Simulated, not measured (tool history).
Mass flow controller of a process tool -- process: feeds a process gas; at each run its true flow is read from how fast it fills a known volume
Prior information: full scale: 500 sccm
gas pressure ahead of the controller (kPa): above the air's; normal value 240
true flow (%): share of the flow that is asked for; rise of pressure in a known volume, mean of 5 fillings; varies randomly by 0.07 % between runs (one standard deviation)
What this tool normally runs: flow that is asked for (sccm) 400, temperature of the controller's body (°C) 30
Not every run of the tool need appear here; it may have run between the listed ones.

run    hour  flow that is asked for (sccm)  gas pressure ahead of the controller (kPa)  temperature of the controller's body (°C)  true flow (%)
  1     0.0                            400                                         240                                         30          98.73
  2    84.6                            158                                         240                                         30          97.58
  3   177.3                            158                                         240                                         30          97.59
  4   363.4                            400                                         240                                         30          98.80
  5   467.1                            400                                         240                                         30          98.73
  6   599.7                            400                                         240                                         30          98.77
  7   768.9                            400                                         240                                         30          98.79
  8   932.0                            400                                         240                                         30          98.72
  9  1027.6                            400                                         240                                         30          98.80
 10  1173.0                            400                                         240                                         30          98.84
 11  1351.0                            400                                         240                                         23          99.63
 12  1427.0                            400                                         240                                         30          98.71
 13  1548.8                            215                                         240                                         30          98.05
 14  1725.6                            215                                         240                                         30          98.05
 15  1875.2                            215                                         240                                         30          97.98
 16  1997.6                            280                                         240                                         30          98.39
 17  2138.6                            400                                         240                                         27          99.22
 18  2295.6                            400                                         240                                         27          99.28
 19  2472.7                            400                                         240                                         30          98.79
 20  2643.1                            400                                         240                                         30          98.97
 21  2784.1                            400                                         240                                         30          98.99
 22  2959.3                            400                                         240                                         30          98.98
 23  3089.6                            400                                         240                                         30          99.07
 24  3228.7                            400                                         240                                         30          98.95
 25  3333.1                            400                                         240                                         30          98.90
 26  3422.6                            400                                         240                                         30          98.95
 27  3522.0                            101                                         240                                         30          98.30
 28  3629.2                             62                                         266                                         30          98.68
 29  3748.6                             85                                         212                                         35          98.08
 30  3872.1                             85                                         141                                         25          99.64
 31  4039.4                            160                                         147                                         23          99.64
 32  4132.2                            400                                         255                                         30          99.03
 33  4225.4                            400                                         248                                         21         100.09
 34  4308.1                            259                                         240                                         29          98.51
 35  4425.3                            259                                         240                                         29          98.58
 36  4611.1                            259                                         240                                         29          98.55
 37  4688.6                            213                                         143                                         25          99.52
 38  4774.1                            213                                         185                                         21          99.69
 39  4955.6                            118                                         208                                         24          99.19
 40  5068.7                            258                                         241                                         40          97.28
 41  5158.2                            258                                         241                                         40          97.36
 42  5307.8                            400                                         179                                         30          99.49
 43  5401.0                            400                                         179                                         30          99.55
 44  5498.3                            400                                         160                                         25         100.22
 45  5595.7                             62                                         240                                         33          99.14
 46  5728.1                             63                                         241                                         34          99.04
 47  5830.8                             75                                         232                                         21         100.14
 48  5949.8                             63                                         211                                         39          98.71
 49  6111.4                            201                                         200                                         38          97.87

For each run, the measured value with the value that run would have given without the tool's hidden condition subtracted. The run-to-run variation is shared by both, the gauge scatter possibly not:
What the log doesn't record here: flow at rest that the sensor doesn't see, % of full scale; true flow over the shown one, %; drift of the gauge itself on true_pct, %.
run  true flow (%)
  1          +0.10
  2          +0.42
  3          +0.43
  4          +0.13
  5          +0.13
  6          +0.15
  7          +0.16
  8          +0.17
  9          +0.18
 10          +0.19
 11          +0.20
 12          +0.21
 13          +0.45
 14          +0.46
 15          +0.48
 16          +0.38
 17          +0.26
 18          +0.28
 19          +0.29
 20          +0.30
 21          +0.31
 22          +0.32
 23          +0.34
 24          +0.34
 25          +0.36
 26          +0.37
 27          +1.38
 28          +2.25
 29          +1.68
 30          +1.70
 31          +0.95
 32          +0.41
 33          +0.42
 34          +0.63
 35          +0.64
 36          +0.66
 37          +0.80
 38          +0.81
 39          +1.43
 40          +0.70
 41          +0.72
 42          +0.51
 43          +0.51
 44          +0.52
 45          +2.82
 46          +2.80
 47          +2.40
 48          +2.87
 49          +1.00
